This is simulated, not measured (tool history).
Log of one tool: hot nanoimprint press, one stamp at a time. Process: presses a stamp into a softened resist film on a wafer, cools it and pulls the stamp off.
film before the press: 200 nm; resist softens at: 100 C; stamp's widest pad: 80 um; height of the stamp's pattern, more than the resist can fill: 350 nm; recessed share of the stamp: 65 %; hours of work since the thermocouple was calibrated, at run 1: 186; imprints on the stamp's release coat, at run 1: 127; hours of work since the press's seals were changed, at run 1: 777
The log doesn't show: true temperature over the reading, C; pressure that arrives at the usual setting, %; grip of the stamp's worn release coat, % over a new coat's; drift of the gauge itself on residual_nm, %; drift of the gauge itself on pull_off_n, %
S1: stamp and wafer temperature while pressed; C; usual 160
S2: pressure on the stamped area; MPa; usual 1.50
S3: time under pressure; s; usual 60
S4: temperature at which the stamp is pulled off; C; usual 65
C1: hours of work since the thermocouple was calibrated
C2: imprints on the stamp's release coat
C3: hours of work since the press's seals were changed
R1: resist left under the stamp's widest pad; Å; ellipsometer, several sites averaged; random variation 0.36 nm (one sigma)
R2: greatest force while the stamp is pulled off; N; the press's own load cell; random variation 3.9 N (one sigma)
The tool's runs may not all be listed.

run	hour	S1	S2	S3	S4	C1	C2	C3	R1	R2
1	0.0	160	1.50	60	65	186	127	777	709	185
2	59.7	160	1.50	60	65	210	237	801	703	205
3	123.8	160	1.50	60	65	236	355	827	698	205
4	176.2	160	1.50	60	65	257	452	848	701	215
5	237.2	160	1.50	60	65	282	564	872	701	215
6	290.4	160	1.50	60	65	303	662	894	695	221
7	364.2	160	1.50	60	65	333	798	924	694	230
8	403.0	160	1.50	60	65	349	870	939	696	231
# hour 412.6: plate thermocouple calibrated
9	475.4	160	1.50	41	65	25	998	967	776	235
10	529.8	160	1.50	60	65	47	1098	989	676	230
# hour 572.8: plate thermocouple calibrated, once more
11	572.8	160	1.50	60	65	0	1172	1005	729	264
12	634.3	160	1.50	60	65	25	1285	1030	723	263
13	704.7	160	1.50	60	65	53	1415	1059	723	265
14	759.8	160	1.50	60	67	75	1517	1081	718	264
15	793.6	168	1.23	60	60	89	1579	1094	616	323
16	847.1	168	1.23	60	60	111	1677	1116	604	345
17	910.7	160	0.91	51	58	136	1795	1142	993	346
18	944.0	160	0.91	51	58	150	1856	1155	984	343
# hour 1005.6: press's hydraulic seals changed and the load cell set to zero
19	1015.1	160	0.91	51	58	175	1973	4	959	359
20	1055.7	169	1.79	47	53	192	2047	20	492	405
# hour 1118.9: stamp cleaned and given a new release coat
21	1118.9	169	1.79	47	53	215	0	43	496	251
22	1159.5	160	1.27	116	67	231	75	60	602	181
23	1219.9	160	1.37	47	67	255	186	84	786	190
24	1274.1	160	1.37	47	67	277	286	106	782	189
25	1328.2	160	1.50	51	65	299	386	128	719	207
26	1401.7	160	1.50	51	65	329	521	157	719	219
27	1432.9	160	1.70	49	50	341	579	170	684	310

Some steps in R1 between neighbouring runs. How much of each would the tool show without its hidden state too (settings, what came in, random variation), and how much is left for the hidden state, with any gauge scatter that isn't in both results?
Run 10 -> 11: plate thermocouple calibrated, once more. R1 +53 Å: hidden state +43, all else +10.
Run 16 -> 17: S1 168 -> 160, S2 1.23 -> 0.91, S3 60 -> 51, S4 60 -> 58. R1 +389 Å: hidden state -4, all else +393.
Run 18 -> 19: press's hydraulic seals changed and the load cell set to zero. R1 -25 Å: hidden state -22, all else -3.
Run 19 -> 20: S1 160 -> 169, S2 0.91 -> 1.79, S3 51 -> 47, S4 58 -> 53. R1 -467 Å: hidden state +6, all else -473.
